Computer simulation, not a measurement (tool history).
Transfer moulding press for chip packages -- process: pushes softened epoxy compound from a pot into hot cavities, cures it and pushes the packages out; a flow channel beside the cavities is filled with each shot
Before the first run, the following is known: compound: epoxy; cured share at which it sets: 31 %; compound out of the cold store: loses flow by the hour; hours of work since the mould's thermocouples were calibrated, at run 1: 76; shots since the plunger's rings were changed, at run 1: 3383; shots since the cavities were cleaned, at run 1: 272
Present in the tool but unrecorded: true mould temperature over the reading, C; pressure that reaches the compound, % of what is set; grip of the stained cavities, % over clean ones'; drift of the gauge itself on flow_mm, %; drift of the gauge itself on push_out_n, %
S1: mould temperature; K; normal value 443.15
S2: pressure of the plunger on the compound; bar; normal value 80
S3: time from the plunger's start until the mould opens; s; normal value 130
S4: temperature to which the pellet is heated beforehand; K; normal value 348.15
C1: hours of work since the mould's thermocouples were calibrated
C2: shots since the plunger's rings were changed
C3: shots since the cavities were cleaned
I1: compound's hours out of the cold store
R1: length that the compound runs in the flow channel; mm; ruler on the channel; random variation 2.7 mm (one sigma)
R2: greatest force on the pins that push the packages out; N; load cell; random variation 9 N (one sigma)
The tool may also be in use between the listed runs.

run 1 hour=0 | S1=443.15 S2=80 S3=130 S4=348.15 | C1=76 C2=3383 C3=272 | I1=39.4 | R1=770 R2=495
-- hour=20.1 plunger's sealing rings changed
run 2 hour=39.9 | S1=443.15 S2=80 S3=130 S4=348.15 | C1=98 C2=180 C3=612 | I1=35.2 | R1=802 R2=563
-- hour=57.2 cavities cleaned with cleaning compound and waxed
run 3 hour=78 | S1=443.15 S2=80 S3=130 S4=348.15 | C1=119 C2=513 C3=189 | I1=20.8 | R1=832 R2=464
-- hour=139.8 cavities cleaned with cleaning compound and waxed
run 4 hour=139.9 | S1=443.15 S2=80 S3=130 S4=348.15 | C1=154 C2=1062 C3=0 | I1=24 | R1=823 R2=425
run 5 hour=204 | S1=443.15 S2=80 S3=130 S4=348.15 | C1=192 C2=1646 C3=584 | I1=33 | R1=796 R2=551
-- hour=225.3 cavities cleaned with cleaning compound and waxed
run 6 hour=242.6 | S1=443.15 S2=80 S3=130 S4=348.15 | C1=213 C2=1983 C3=158 | I1=9.3 | R1=848 R2=478
-- hour=308.9 cavities cleaned with cleaning compound and waxed
run 7 hour=310 | S1=443.15 S2=80 S3=130 S4=348.15 | C1=252 C2=2583 C3=10 | I1=9.9 | R1=835 R2=429
run 8 hour=345.3 | S1=443.15 S2=80 S3=130 S4=348.15 | C1=272 C2=2904 C3=331 | I1=29.8 | R1=791 R2=518
-- hour=393.7 cavities cleaned with cleaning compound and waxed
run 9 hour=409.6 | S1=443.15 S2=80 S3=122 S4=348.15 | C1=309 C2=3475 C3=144 | I1=45 | R1=759 R2=506
-- hour=420 plunger's sealing rings changed
run 10 hour=470.1 | S1=450.15 S2=77 S3=117 S4=347.15 | C1=343 C2=455 C3=671 | I1=11.1 | R1=823 R2=529
-- hour=479.4 cavities cleaned with cleaning compound and waxed
run 11 hour=535.6 | S1=439.15 S2=89 S3=130 S4=348.15 | C1=380 C2=1038 C3=511 | I1=22.5 | R1=881 R2=699
-- hour=565.3 cavities cleaned with cleaning compound and waxed
run 12 hour=582.9 | S1=439.15 S2=89 S3=130 S4=348.15 | C1=407 C2=1455 C3=161 | I1=21.9 | R1=878 R2=562

What will run 13 give?
-- hour=650.1 cavities cleaned with cleaning compound and waxed
run 13 hour=650.1 | S1=439.15 S2=89 S3=117 S4=348.15 | C1=445 C2=2053 C3=0 | I1=40.3 | R1=? R2=?

R1: 827 mm
R2: 633 N
Had the tool carried no hidden state, the very same run would have given R1 847 mm, R2 613 N.
